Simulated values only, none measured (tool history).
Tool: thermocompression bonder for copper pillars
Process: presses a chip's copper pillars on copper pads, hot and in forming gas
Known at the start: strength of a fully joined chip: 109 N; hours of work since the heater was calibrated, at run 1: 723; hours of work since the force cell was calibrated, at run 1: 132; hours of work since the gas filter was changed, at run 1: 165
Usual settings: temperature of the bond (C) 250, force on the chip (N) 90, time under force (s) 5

| run | hour | temperature of the bond (C) | force on the chip (N) | time under force (s) | hours of work since the heater was calibrated | hours of work since the force cell was calibrated | hours of work since the gas filter was changed | force that shears a chip off (N) |
|---|---|---|---|---|---|---|---|---|
| 1 | 0 | 250 | 90 | 5 | 723 | 132 | 165 | 66.1 |
| 2 | 8.3 | 250 | 90 | 5 | 728 | 137 | 170 | 65.2 |
| 3 | 21.5 | 250 | 90 | 5 | 736 | 146 | 179 | 64.3 |
| 4 | 30.8 | 280 | 90 | 5 | 742 | 152 | 184 | 82.9 |
| 5 | 39.4 | 280 | 90 | 5 | 747 | 157 | 190 | 82.3 |
| 6 | 56.5 | 280 | 90 | 5 | 758 | 168 | 200 | 82.2 |
| 7 | 63.8 | 264 | 90 | 5 | 763 | 172 | 205 | 73.7 |
| 8 | 77.4 | 264 | 90 | 7 | 771 | 181 | 214 | 79.8 |
| 9 | 88.4 | 250 | 90 | 5 | 778 | 188 | 220 | 64.6 |
| 10 | 101.7 | 250 | 90 | 5 | 786 | 196 | 229 | 64.8 |
| 11 | 115.6 | 250 | 90 | 5 | 795 | 205 | 237 | 63.2 |
|  | 124.1 | forming gas filter changed |
| 12 | 130.8 | 250 | 90 | 5 | 804 | 214 | 4 | 67.1 |
| 13 | 142.9 | 250 | 90 | 5 | 812 | 221 | 12 | 66.6 |
| 14 | 154.4 | 250 | 90 | 5 | 819 | 229 | 19 | 65.8 |
| 15 | 167.5 | 250 | 90 | 5 | 827 | 237 | 27 | 65.2 |
| 16 | 177.4 | 250 | 90 | 10 | 834 | 243 | 33 | 80.1 |
| 17 | 187.2 | 250 | 90 | 10 | 840 | 249 | 40 | 79.7 |
| 18 | 202.8 | 250 | 90 | 10 | 850 | 259 | 49 | 79 |
| 19 | 212.6 | 250 | 90 | 10 | 856 | 265 | 55 | 77.5 |
| 20 | 229.1 | 250 | 90 | 3 | 866 | 276 | 66 | 55.3 |
| 21 | 237.6 | 250 | 90 | 3 | 871 | 281 | 71 | 54.7 |
| 22 | 248.4 | 256 | 81 | 9 | 878 | 288 | 78 | 74.4 |
| 23 | 266 | 228 | 122 | 10 | 889 | 299 | 89 | 79 |
| 24 | 273.8 | 262 | 118 | 5 | 894 | 304 | 94 | 84.8 |
| 25 | 290.8 | 262 | 118 | 5 | 905 | 314 | 104 | 85.3 |
| 26 | 303.4 | 262 | 118 | 5 | 913 | 322 | 112 | 85.3 |
| 27 | 313.4 | 265 | 72 | 5 | 919 | 328 | 119 | 63.6 |
| 28 | 325.6 | 265 | 72 | 5 | 927 | 336 | 126 | 61 |
| 29 | 338.9 | 250 | 90 | 6 | 935 | 344 | 135 | 67.2 |
| 30 | 349.5 | 264 | 90 | 5 | 942 | 351 | 141 | 74 |
| 31 | 360.4 | 258 | 89 | 12 | 948 | 358 | 148 | 82 |
| 32 | 367.9 | 250 | 88 | 7 | 953 | 363 | 153 | 68.2 |
| 33 | 383.6 | 250 | 90 | 7 | 963 | 372 | 163 | 69.3 |
| 34 | 400.1 | 250 | 90 | 6 | 973 | 383 | 173 | 67.9 |
| 35 | 415.3 | 250 | 90 | 6 | 983 | 392 | 183 | 67.1 |
| 36 | 428.3 | 222 | 121 | 9 | 991 | 400 | 191 | 67.7 |
| 37 | 439.7 | 239 | 121 | 10 | 998 | 408 | 198 | 82.8 |

5 ways to go on from here, each from the tool as it stands after run 37. What would each give?
| A | 455.3 | 237 | 69 | 3 | 1008 | 417 | 208 | ? |
| B | 455.3 | 226 | 108 | 5 | 1008 | 417 | 208 | ? |
| C | 455.3 | 246 | 65 | 7 | 1008 | 417 | 208 | ? |
| D | 455.3 | 250 | 125 | 5 | 1008 | 417 | 208 | ? |
| E | 455.3 | 269 | 121 | 10 | 1008 | 417 | 208 | ? |

| run | force that shears a chip off (N) |
|---|---|
| A | 34.8 |
| B | 54.4 |
| C | 50.1 |
| D | 79.1 |
| E | 98.3 |
Without the tool's hidden state the same runs would have given:
| run | force that shears a chip off (N) |
|---|---|
| A | 42.3 |
| B | 64.6 |
| C | 59.3 |
| D | 88.6 |
| E | 104.7 |
